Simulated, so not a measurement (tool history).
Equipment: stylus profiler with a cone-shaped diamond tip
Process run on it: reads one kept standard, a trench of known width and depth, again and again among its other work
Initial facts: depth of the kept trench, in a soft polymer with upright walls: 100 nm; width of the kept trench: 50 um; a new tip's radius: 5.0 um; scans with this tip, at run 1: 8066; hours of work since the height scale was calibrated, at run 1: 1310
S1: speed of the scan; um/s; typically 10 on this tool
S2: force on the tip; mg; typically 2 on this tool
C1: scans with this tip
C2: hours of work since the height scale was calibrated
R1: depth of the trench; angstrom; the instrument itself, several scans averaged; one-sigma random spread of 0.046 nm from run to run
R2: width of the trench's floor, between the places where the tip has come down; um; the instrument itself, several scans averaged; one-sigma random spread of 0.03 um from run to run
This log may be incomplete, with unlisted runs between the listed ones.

{"run": 1, "day": 0.0, "S1": 10, "S2": 2, "C1": 8066, "C2": 1310, "R1": 1004.4, "R2": 47.51}
{"run": 2, "day": 2.042, "S1": 10, "S2": 2, "C1": 8248, "C2": 1340, "R1": 1003.9, "R2": 47.45}
{"run": 3, "day": 3.575, "S1": 5, "S2": 2, "C1": 8385, "C2": 1362, "R1": 1004.7, "R2": 47.48}
{"run": 4, "day": 5.379, "S1": 5, "S2": 2, "C1": 8546, "C2": 1388, "R1": 1004, "R2": 47.47}
{"run": 5, "day": 7.867, "S1": 5, "S2": 2, "C1": 8768, "C2": 1424, "R1": 1003.5, "R2": 47.47}
{"run": 6, "day": 9.167, "S1": 10, "S2": 1.46, "C1": 8884, "C2": 1443, "R1": 1001.5, "R2": 47.41}
{"run": 7, "day": 12.133, "S1": 10, "S2": 1.46, "C1": 9149, "C2": 1486, "R1": 1002.4, "R2": 47.43}
{"run": 8, "day": 14.029, "S1": 10, "S2": 1.46, "C1": 9318, "C2": 1513, "R1": 1001.7, "R2": 47.41}
{"run": 9, "day": 16.175, "S1": 10, "S2": 2, "C1": 9509, "C2": 1544, "R1": 1002.8, "R2": 47.46}
{"run": 10, "day": 18.133, "S1": 16, "S2": 2, "C1": 9684, "C2": 1573, "R1": 1003.2, "R2": 47.38}
{"run": 11, "day": 20.667, "S1": 16, "S2": 2, "C1": 9910, "C2": 1609, "R1": 1003.4, "R2": 47.34}
{"run": 12, "day": 22.717, "S1": 19, "S2": 2, "C1": 10093, "C2": 1639, "R1": 1002.4, "R2": 47.37}
{"run": 13, "day": 25.004, "S1": 10, "S2": 0.85, "C1": 10297, "C2": 1672, "R1": 998.6, "R2": 47.38}
{"run": 14, "day": 27.558, "S1": 19, "S2": 2.1, "C1": 10525, "C2": 1709, "R1": 1002.7, "R2": 47.32}
{"run": 15, "day": 29.062, "S1": 19, "S2": 2.1, "C1": 10660, "C2": 1731, "R1": 1003.2, "R2": 47.28}
{"run": 16, "day": 32.025, "S1": 19, "S2": 2.1, "C1": 10924, "C2": 1774, "R1": 1002.4, "R2": 47.24}
{"run": 17, "day": 33.292, "S1": 19, "S2": 2.1, "C1": 11037, "C2": 1792, "R1": 1002.5, "R2": 47.29}
{"run": 18, "day": 35.071, "S1": 8, "S2": 3.45, "C1": 11196, "C2": 1818, "R1": 1006.2, "R2": 47.37}
{"run": 19, "day": 36.583, "S1": 4, "S2": 1.34, "C1": 11331, "C2": 1840, "R1": 999.3, "R2": 47.33}
{"run": 20, "day": 38.762, "S1": 7, "S2": 1.71, "C1": 11525, "C2": 1872, "R1": 1000.6, "R2": 47.32}
{"run": 21, "day": 40.896, "S1": 6, "S2": 3.97, "C1": 11716, "C2": 1903, "R1": 1008.2, "R2": 47.31}
{"run": 22, "day": 43.325, "S1": 10, "S2": 3.4, "C1": 11932, "C2": 1938, "R1": 1005.9, "R2": 47.28}
{"run": 23, "day": 45.117, "S1": 8, "S2": 2.8, "C1": 12092, "C2": 1964, "R1": 1003.3, "R2": 47.3}
{"run": 24, "day": 46.775, "S1": 11, "S2": 2.45, "C1": 12240, "C2": 1988, "R1": 1002, "R2": 47.27}

4 options for the next run, each taken on its own from the tool as it stands now. Forecast them:
{"run": "A", "day": 48.292, "S1": 8, "S2": 5.24, "C1": 12376, "C2": 2010, "R1": "?", "R2": "?"}
{"run": "B", "day": 48.292, "S1": 12, "S2": 2.2, "C1": 12376, "C2": 2010, "R1": "?", "R2": "?"}
{"run": "C", "day": 48.292, "S1": 13, "S2": 2.82, "C1": 12376, "C2": 2010, "R1": "?", "R2": "?"}
{"run": "D", "day": 48.292, "S1": 4, "S2": 2.45, "C1": 12376, "C2": 2010, "R1": "?", "R2": "?"}

run=A R1=1010.2 R2=47.23
run=B R1=1002.1 R2=47.24
run=C R1=1003.4 R2=47.28
run=D R1=1001.7 R2=47.29
Take away the tool's hidden state, keep each run's random variation, and the runs would have read:
run=A R1=1019.9 R2=47.92
run=B R1=1011.6 R2=47.93
run=C R1=1013 R2=47.97
run=D R1=1011.3 R2=47.98
